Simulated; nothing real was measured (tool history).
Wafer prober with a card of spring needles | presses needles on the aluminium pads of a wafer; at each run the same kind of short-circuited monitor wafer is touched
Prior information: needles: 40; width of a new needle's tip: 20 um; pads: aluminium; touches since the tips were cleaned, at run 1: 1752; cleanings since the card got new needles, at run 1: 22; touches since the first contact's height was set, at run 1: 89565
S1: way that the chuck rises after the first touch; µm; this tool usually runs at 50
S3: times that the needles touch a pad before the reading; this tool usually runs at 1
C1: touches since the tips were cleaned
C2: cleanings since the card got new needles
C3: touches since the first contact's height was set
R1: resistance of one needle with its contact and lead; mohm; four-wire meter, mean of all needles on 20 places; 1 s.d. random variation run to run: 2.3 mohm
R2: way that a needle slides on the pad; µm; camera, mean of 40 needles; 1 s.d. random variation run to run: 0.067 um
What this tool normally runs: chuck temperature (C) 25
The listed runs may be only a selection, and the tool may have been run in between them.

Run 1, day 0: usual settings; C1 1752; C2 22; C3 89565. Result: R1 362 mohm, R2 9.78 µm.
At day 0.329: tips cleaned on abrasive film.
At day 1.05: tips cleaned on abrasive film.
Run 2, day 1.146: usual settings; C1 571; C2 24; C3 96117. Result: R1 311 mohm, R2 9.6 µm.
At day 1.654: tips cleaned on abrasive film.
At day 2.133: height of the first contact set anew.
Run 3, day 2.133: usual settings; C1 2682; C2 25; C3 0. Result: R1 407 mohm, R2 10.08 µm.
At day 2.317: tips cleaned on abrasive film.
At day 2.962: tips cleaned on abrasive film.
Run 4, day 2.962: usual settings; C1 0; C2 27; C3 4724. Result: R1 274 mohm, R2 10.04 µm.
At day 3.596: tips cleaned on abrasive film.
Run 5, day 3.7: usual settings; C1 599; C2 28; C3 8934. Result: R1 319 mohm, R2 10.04 µm.
At day 4.204: tips cleaned on abrasive film.
At day 4.817: tips cleaned on abrasive film.
Run 6, day 4.862: usual settings; C1 266; C2 30; C3 15557. Result: R1 292 mohm, R2 9.92 µm.
At day 5.446: tips cleaned on abrasive film.
At day 6.05: tips cleaned on abrasive film.
Run 7, day 6.067: usual settings; C1 80; C2 32; C3 22431. Result: R1 277 mohm, R2 9.98 µm.
At day 6.712: tips cleaned on abrasive film.
At day 7.379: tips cleaned on abrasive film.
Run 8, day 7.521: usual settings but S1 65 µm; C1 826; C2 34; C3 30766. Result: R1 300 mohm, R2 12.85 µm.
At day 8.017: tips cleaned on abrasive film.
At day 8.617: tips cleaned on abrasive film.
Run 9, day 8.917: usual settings but S1 65 µm; C1 1707; C2 36; C3 38725. Result: R1 318 mohm, R2 13.06 µm.
At day 9.242: tips cleaned on abrasive film.
At day 9.871: tips cleaned on abrasive film.
Run 10, day 10.054: usual settings but S3 3; C1 1050; C2 38; C3 45218. Result: R1 294 mohm, R2 9.83 µm.
At day 10.479: tips cleaned on abrasive film.
At day 11.158: tips cleaned on abrasive film.
Run 11, day 11.646: usual settings but S3 3; C1 2800; C2 40; C3 54327. Result: R1 312 mohm, R2 9.83 µm.
At day 11.846: tips cleaned on abrasive film.
At day 12.488: tips cleaned on abrasive film.
Run 12, day 13.058: usual settings but S1 40 µm, chuck temperature (C) 101, S3 2; C1 3288; C2 42; C3 62416. Result: R1 433 mohm, R2 7.71 µm.
At day 13.15: tips cleaned on abrasive film.
At day 13.808: tips cleaned on abrasive film.
Run 13, day 14.258: usual settings but S1 40 µm, chuck temperature (C) 101, S3 2; C1 2587; C2 44; C3 69252. Result: R1 415 mohm, R2 7.58 µm.
At day 14.475: tips cleaned on abrasive film.
At day 15.175: tips cleaned on abrasive film.
Run 14, day 15.712: usual settings but S1 40 µm, chuck temperature (C) 101, S3 2; C1 3090; C2 46; C3 77561. Result: R1 423 mohm, R2 7.79 µm.
At day 15.817: tips cleaned on abrasive film.
At day 16.525: tips cleaned on abrasive film.
Run 15, day 16.75: usual settings but S3 2; C1 1294; C2 48; C3 83479. Result: R1 318 mohm, R2 9.79 µm.
At day 17.225: tips cleaned on abrasive film.
At day 17.883: tips cleaned on abrasive film.
Run 16, day 18.183: usual settings but S3 2; C1 1708; C2 50; C3 91675. Result: R1 338 mohm, R2 9.59 µm.
At day 18.492: tips cleaned on abrasive film.
At day 19.179: tips cleaned on abrasive film.
Run 17, day 19.408: usual settings but S3 2; C1 1315; C2 52; C3 98678. Result: R1 320 mohm, R2 9.64 µm.
At day 19.817: tips cleaned on abrasive film.
At day 20.046: height of the first contact set anew.
At day 20.433: tips cleaned on abrasive film.
Run 18, day 20.883: usual settings but S1 61 µm, chuck temperature (C) 31; C1 2588; C2 54; C3 4776. Result: R1 360 mohm, R2 12.21 µm.
At day 21.117: tips cleaned on abrasive film.
At day 21.8: tips cleaned on abrasive film.
Run 19, day 22.375: usual settings but S1 30 µm, chuck temperature (C) 33; C1 3287; C2 56; C3 13304. Result: R1 717 mohm, R2 6.1 µm.
At day 22.45: tips cleaned on abrasive film.
At day 23.196: tips cleaned on abrasive film.
Run 20, day 23.721: usual settings but S1 30 µm, chuck temperature (C) 33; C1 3034; C2 58; C3 21011. Result: R1 655 mohm, R2 5.92 µm.
At day 23.858: tips cleaned on abrasive film.
At day 24.458: tips cleaned on abrasive film.
At day 25.146: tips cleaned on abrasive film.
Run 21, day 25.333: usual settings but S3 2; C1 1070; C2 61; C3 30207. Result: R1 309 mohm, R2 9.99 µm.
At day 25.829: tips cleaned on abrasive film.
At day 26.446: tips cleaned on abrasive film.
Run 22, day 26.733: usual settings but S3 2; C1 1662; C2 63; C3 38214. Result: R1 333 mohm, R2 9.91 µm.

How would selected steps in R1 from run to run divide? Give the signed amount a tool lacking its hidden state would still show from settings, what came in and random variation, and the signed amount left for the hidden state, including any gauge scatter that is not in both of the compared results.
The tool's hidden condition here consists of: debris on the tips, nm; way that the needles fall short of the set height, um; tips' diameter, um; drift of the gauge itself on contact_mohm, %; drift of the gauge itself on scrub_um, %.
Run 18 -> 19: S1 61 -> 30, chuck temperature (C) 31 -> 33, tips cleaned on abrasive film, tips cleaned on abrasive film. R1 +357 mohm: hidden state +338, all else +19.
Run 20 -> 21: S1 30 -> 50, chuck temperature (C) 33 -> 25, S3 1 -> 2, tips cleaned on abrasive film, tips cleaned on abrasive film, tips cleaned on abrasive film. R1 -346 mohm: hidden state -332, all else -14.

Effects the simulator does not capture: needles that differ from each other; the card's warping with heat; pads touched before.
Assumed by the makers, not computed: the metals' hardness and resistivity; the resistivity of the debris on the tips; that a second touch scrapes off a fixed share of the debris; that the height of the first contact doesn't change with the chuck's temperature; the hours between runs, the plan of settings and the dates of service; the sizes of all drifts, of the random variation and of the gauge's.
